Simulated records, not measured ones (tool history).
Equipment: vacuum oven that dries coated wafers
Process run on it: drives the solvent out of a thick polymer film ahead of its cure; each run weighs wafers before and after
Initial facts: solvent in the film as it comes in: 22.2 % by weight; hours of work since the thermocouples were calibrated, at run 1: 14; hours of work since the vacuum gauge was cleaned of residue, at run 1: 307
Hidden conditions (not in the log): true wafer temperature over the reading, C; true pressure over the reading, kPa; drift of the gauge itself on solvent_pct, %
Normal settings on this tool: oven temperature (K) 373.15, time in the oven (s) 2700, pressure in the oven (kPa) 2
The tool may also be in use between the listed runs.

run	hour	oven temperature (K)	time in the oven (s)	pressure in the oven (kPa)	hours of work since the thermocouples were calibrated	hours of work since the vacuum gauge was cleaned of residue	solvent left in the film (%)
1	0	373.15	2700	2	14	307	1.71
2	41.9	373.15	2700	2	35	327	1.77
3	82.1	364.15	2700	2	54	347	4.56
4	153.1	373.15	2460	2	89	382	2.03
5	210.7	373.15	2460	2	118	410	2.15
6	282.6	373.15	2460	2	153	446	2.12
7	352.7	373.15	2700	2	188	480	1.84
8	392.9	373.15	2700	2	207	500	1.75
9	441.5	373.15	2700	2	231	524	1.79
10	487.6	370.15	2700	2	254	547	2.57
11	527.7	373.15	2700	2	274	566	1.75
12	593.3	373.15	2700	3.09	306	599	2.28
13	642.8	373.15	2700	2	330	623	1.8
14	706.5	363.15	2700	2	362	654	5
15	761.8	363.15	2700	2	389	682	5.37
16	832.2	363.15	2700	2	424	716	5.17
17	886.3	363.15	2700	3.09	450	743	5.6
18	926.1	363.15	3540	3.09	470	763	4.19
19	971.1	363.15	3540	3.09	492	785	4.12
20	1042	363.15	3540	2.49	527	820	3.95
21	1113.3	363.15	3540	2.49	562	855	4.07
22	1160.1	363.15	3540	2.49	585	878	4.11
23	1194.1	363.15	3540	2.49	602	895	3.98
24	1251.4	363.15	3540	2.49	630	923	3.98
25	1310.4	363.15	3540	2.49	659	952	3.93
26	1351.9	363.15	3540	2.49	680	972	4.07
27	1400.2	363.15	3720	2.49	704	996	3.81
28	1459.9	383.15	2700	2.78	733	1026	0.72
29	1525.7	380.15	1500	3.02	765	1058	2.68
30	1591.2	359.15	2700	7.83	798	1090	9.2
31	1651.1	358.15	2700	1.07	827	1120	7.65
32	1681.3	386.15	3240	2	842	1135	0.48
33	1727.5	360.15	2700	4.29	865	1157	7.74
34	1785.9	360.15	4200	3.5	893	1186	4.7
35	1831.2	364.15	1560	1.77	916	1208	8.44
36	1889.9	364.15	1560	1.77	945	1237	8.5
37	1931.4	376.15	2700	2.48	965	1258	1.47
38	1997.6	376.15	2700	2.48	998	1290	1.46
39	2032	379.15	2820	2.78	1015	1307	1.1
40	2077.5	359.15	1920	2	1037	1330	9.58
41	2115.2	376.15	2700	1.21	1056	1348	1.28
42	2151	376.15	2700	1.21	1073	1366	1.33
43	2197.1	373.15	2220	2.88	1096	1389	3.19
44	2237.2	373.15	2220	2.88	1116	1408	3.24
45	2299.4	373.15	2220	2.88	1146	1439	3.13
46	2358.6	373.15	2160	4.67	1176	1468	3.74

What if the next run were any one of these 5? Each begins from the tool's condition after run 46:
A	2417.4	382.15	2640	3.22	1204	1497	?
B	2417.4	364.15	3240	4.67	1204	1497	?
C	2417.4	368.15	2700	6.44	1204	1497	?
D	2417.4	373.15	2520	4.67	1204	1497	?
E	2417.4	386.15	2820	2	1204	1497	?

run	solvent left in the film (%)
A	1.01
B	5.1
C	4.96
D	3.13
E	0.54
Take away the tool's hidden state, keep each run's random variation, and the runs would have read:
run	solvent left in the film (%)
A	0.86
B	4.59
C	4.49
D	2.76
E	0.44
